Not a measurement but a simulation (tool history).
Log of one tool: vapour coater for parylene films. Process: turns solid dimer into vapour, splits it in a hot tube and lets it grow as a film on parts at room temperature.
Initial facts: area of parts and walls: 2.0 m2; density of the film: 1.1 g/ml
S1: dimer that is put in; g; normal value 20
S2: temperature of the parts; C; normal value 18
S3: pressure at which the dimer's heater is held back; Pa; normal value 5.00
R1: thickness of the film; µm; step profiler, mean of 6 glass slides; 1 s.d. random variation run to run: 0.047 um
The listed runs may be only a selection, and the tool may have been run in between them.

run    hour  S1  S2     S3    R1
  1     0.0  20  18   5.00  5.11
  2    52.9  20  18   5.00  5.07
  3    92.4  29  18   5.00  7.19
  4   126.1  20  18   5.00  5.03
  5   179.1  20  18   4.62  5.00
  6   240.7  20  18   5.00  4.81
  7   296.1  20  25   5.00  3.76
  8   356.6  20  25   5.00  3.74
  9   381.5  20  25   5.00  3.79
 10   422.2  10  25   5.00  1.86
      427.1  -- table's thermometer calibrated
 11   460.8  10  25   5.00  1.84
      479.3  -- trap's valve overhauled
 12   490.7  10  25   5.00  2.04
 13   536.5  10  25   5.00  2.05
 14   562.8  10  26   5.00  1.97
 15   607.8  10  26   5.00  2.00
      647.2  -- table's thermometer calibrated, once more
 16   653.9  10  26   5.00  1.95
 17   681.6  10  26   5.00  1.93
 18   714.9  27  16   5.00  7.19
 19   761.0   9  17  10.27  2.10
 20   798.5   9  17  10.27  2.07
 21   824.1  24  17  10.27  5.57
 22   851.2  20  17   4.73  5.10
 23   902.0  13  12  11.23  3.52
 24   945.1  13  12  11.23  3.48
 25   984.4  34  18   2.11  8.95
 26  1037.2  28  12   2.11  9.05
 27  1064.2  13  19   8.22  2.84
     1119.2  -- trap's valve overhauled
 28  1122.0  10  19   3.56  2.61
 29  1180.3   9  21   5.00  2.13
 30  1219.7   9  21   5.00  2.07
 31  1245.8   9  10   2.36  3.31

Each row is a separate what-if for the run after 31, all from the same tool condition, not one after another. Results?
  A  1293.5  19  18  2.37   ?
  B  1293.5   9  10  3.77   ?
  C  1293.5  20  12  3.45   ?
  D  1293.5   9  10  4.03   ?
  E  1293.5  20  16  5.00   ?

run    R1
  A  5.30
  B  3.13
  C  6.54
  D  3.08
  E  5.48
Without the tool's hidden state the same runs would have given:
run    R1
  A  5.47
  B  3.22
  C  6.74
  D  3.17
  E  5.64
